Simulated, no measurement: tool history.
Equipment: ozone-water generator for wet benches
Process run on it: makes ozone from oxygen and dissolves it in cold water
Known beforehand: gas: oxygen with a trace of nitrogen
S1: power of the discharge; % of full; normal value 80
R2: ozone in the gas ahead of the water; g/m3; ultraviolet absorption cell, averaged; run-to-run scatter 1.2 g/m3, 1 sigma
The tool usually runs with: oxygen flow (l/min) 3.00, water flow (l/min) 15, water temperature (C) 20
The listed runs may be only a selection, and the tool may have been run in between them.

Run 1, hour 0.0: usual settings. Result: dissolved ozone (ppm) 15.9, R2 214.1 g/m3.
Run 2, hour 27.5: usual settings. Result: dissolved ozone (ppm) 16.1, R2 216.0 g/m3.
Run 3, hour 51.8: usual settings but S1 99 % of full. Result: dissolved ozone (ppm) 19.4, R2 259.3 g/m3.
At hour 69.5: water thermometer calibrated.
Run 4, hour 76.4: usual settings but S1 99 % of full. Result: dissolved ozone (ppm) 19.6, R2 260.8 g/m3.
Run 5, hour 111.3: usual settings but S1 99 % of full, water temperature (C) 22. Result: dissolved ozone (ppm) 19.0, R2 259.3 g/m3.
Run 6, hour 136.0: usual settings. Result: dissolved ozone (ppm) 16.0, R2 215.3 g/m3.
Run 7, hour 171.1: usual settings. Result: dissolved ozone (ppm) 16.0, R2 217.2 g/m3.
Run 8, hour 195.3: usual settings but water temperature (C) 18. Result: dissolved ozone (ppm) 16.3, R2 214.8 g/m3.
Run 9, hour 217.1: usual settings but water temperature (C) 18. Result: dissolved ozone (ppm) 16.4, R2 216.5 g/m3.
Run 10, hour 247.5: usual settings but water temperature (C) 18. Result: dissolved ozone (ppm) 16.3, R2 213.7 g/m3.
Run 11, hour 286.0: usual settings but water temperature (C) 18. Result: dissolved ozone (ppm) 16.2, R2 214.1 g/m3.
Run 12, hour 314.7: usual settings but water temperature (C) 18. Result: dissolved ozone (ppm) 16.0, R2 213.4 g/m3.
Run 13, hour 350.1: usual settings but S1 77 % of full, water temperature (C) 18. Result: dissolved ozone (ppm) 15.8, R2 207.6 g/m3.
Run 14, hour 376.1: usual settings but S1 77 % of full, water temperature (C) 18. Result: dissolved ozone (ppm) 15.9, R2 208.7 g/m3.
Run 15, hour 406.5: usual settings but S1 77 % of full, oxygen flow (l/min) 3.92, water temperature (C) 18. Result: dissolved ozone (ppm) 15.6, R2 177.4 g/m3.
Run 16, hour 449.5: usual settings but S1 77 % of full, oxygen flow (l/min) 3.92, water temperature (C) 18. Result: dissolved ozone (ppm) 15.9, R2 177.5 g/m3.
Run 17, hour 489.5: usual settings but S1 77 % of full, oxygen flow (l/min) 3.92, water temperature (C) 18. Result: dissolved ozone (ppm) 15.7, R2 178.4 g/m3.
Run 18, hour 510.0: usual settings but S1 44 % of full, oxygen flow (l/min) 4.94, water temperature (C) 12. Result: dissolved ozone (ppm) 10.6, R2 96.0 g/m3.
At hour 523.5: contactor cleaned.
Run 19, hour 554.4: usual settings but oxygen flow (l/min) 4.38, water temperature (C) 13. Result: dissolved ozone (ppm) 18.3, R2 170.7 g/m3.
Run 20, hour 579.2: usual settings but oxygen flow (l/min) 4.38, water temperature (C) 13. Result: dissolved ozone (ppm) 18.5, R2 172.7 g/m3.
Run 21, hour 617.5: usual settings but oxygen flow (l/min) 4.38, water flow (l/min) 11, water temperature (C) 13. Result: dissolved ozone (ppm) 23.9, R2 170.9 g/m3.
Run 22, hour 637.7: usual settings but oxygen flow (l/min) 4.38, water flow (l/min) 11, water temperature (C) 13. Result: dissolved ozone (ppm) 24.1, R2 173.6 g/m3.
Run 23, hour 666.4: usual settings but oxygen flow (l/min) 4.38, water flow (l/min) 11, water temperature (C) 13. Result: dissolved ozone (ppm) 24.1, R2 171.8 g/m3.
Run 24, hour 711.5: usual settings but S1 94 % of full, oxygen flow (l/min) 4.38, water flow (l/min) 10, water temperature (C) 13. Result: dissolved ozone (ppm) 29.9, R2 198.5 g/m3.
Run 25, hour 743.3: usual settings but S1 54 % of full, oxygen flow (l/min) 1.55, water flow (l/min) 10, water temperature (C) 24. Result: dissolved ozone (ppm) 16.3, R2 222.6 g/m3.
Run 26, hour 783.2: usual settings but oxygen flow (l/min) 1.53, water flow (l/min) 12. Result: dissolved ozone (ppm) 19.9, R2 313.2 g/m3.

Run 27 comes next. What will it give?
Run 27, hour 821.3: usual settings but S1 66 % of full, oxygen flow (l/min) 1.53, water temperature (C) 14. Result: dissolved ozone (ppm) ?, R2 ?.

dissolved ozone (ppm): 13.7
R2: 265.0 g/m3
Were there no unlogged condition in the tool, this run, its random variation unchanged, would have produced dissolved ozone (ppm) 14.3, R2 276.9 g/m3.

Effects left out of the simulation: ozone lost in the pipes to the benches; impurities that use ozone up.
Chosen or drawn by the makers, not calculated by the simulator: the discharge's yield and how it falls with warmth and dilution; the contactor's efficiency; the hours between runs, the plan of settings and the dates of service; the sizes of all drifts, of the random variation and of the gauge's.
